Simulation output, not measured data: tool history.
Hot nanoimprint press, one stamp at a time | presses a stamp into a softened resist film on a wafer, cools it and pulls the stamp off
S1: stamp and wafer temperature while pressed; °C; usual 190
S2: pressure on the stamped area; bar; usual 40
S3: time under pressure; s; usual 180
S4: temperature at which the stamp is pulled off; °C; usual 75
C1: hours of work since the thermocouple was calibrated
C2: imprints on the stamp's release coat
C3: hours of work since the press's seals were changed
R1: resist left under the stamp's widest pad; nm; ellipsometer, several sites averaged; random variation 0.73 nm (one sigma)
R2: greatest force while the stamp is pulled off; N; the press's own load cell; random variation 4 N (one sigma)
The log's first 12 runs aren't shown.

run     day   S1    S2   S3  S4   C1    C2   C3     R1   R2
 13  30.096  182    40  180  75  326   721  627  246.4  230
 14  31.871  190    40  180  82  360   900  661  179.4  222
     34.229  -- plate thermocouple calibrated
 15  35.588  190    40  180  82   26  1264  729  176.1  234
 16  39.308  190    40  339  82   97  1641  800  139.5  245
 17  41.554  190    40  339  82  139  1868  843  140.8  265
     42.367  -- press's hydraulic seals changed and the load cell set to zero
 18  44.612  190  62.7  180  82  191  2144   43  145.4  268
     46.079  -- stamp cleaned and given a new release coat
 19  47.446  199  35.1  129  81  240   139   92  143.7  190
 20  50.188  190    40  111  67  292   416  144  211.5  226
 21  53.383  190    40  111  67  353   740  205  209.5  249
     56.154  -- plate thermocouple calibrated
 22    57.4  190    40  336  69   24  1134  279  138.7  248
 23  59.217  190  45.1  180  62   58  1318  313  164.7  276

Forecast run 24:
 24  63.033  190  31.7  159  63  131  1704  386   ?   ?

R1: 202.5 nm
R2: 299 N
Without the tool's hidden state the same run would have given R1 200.5 nm, R2 220 N.
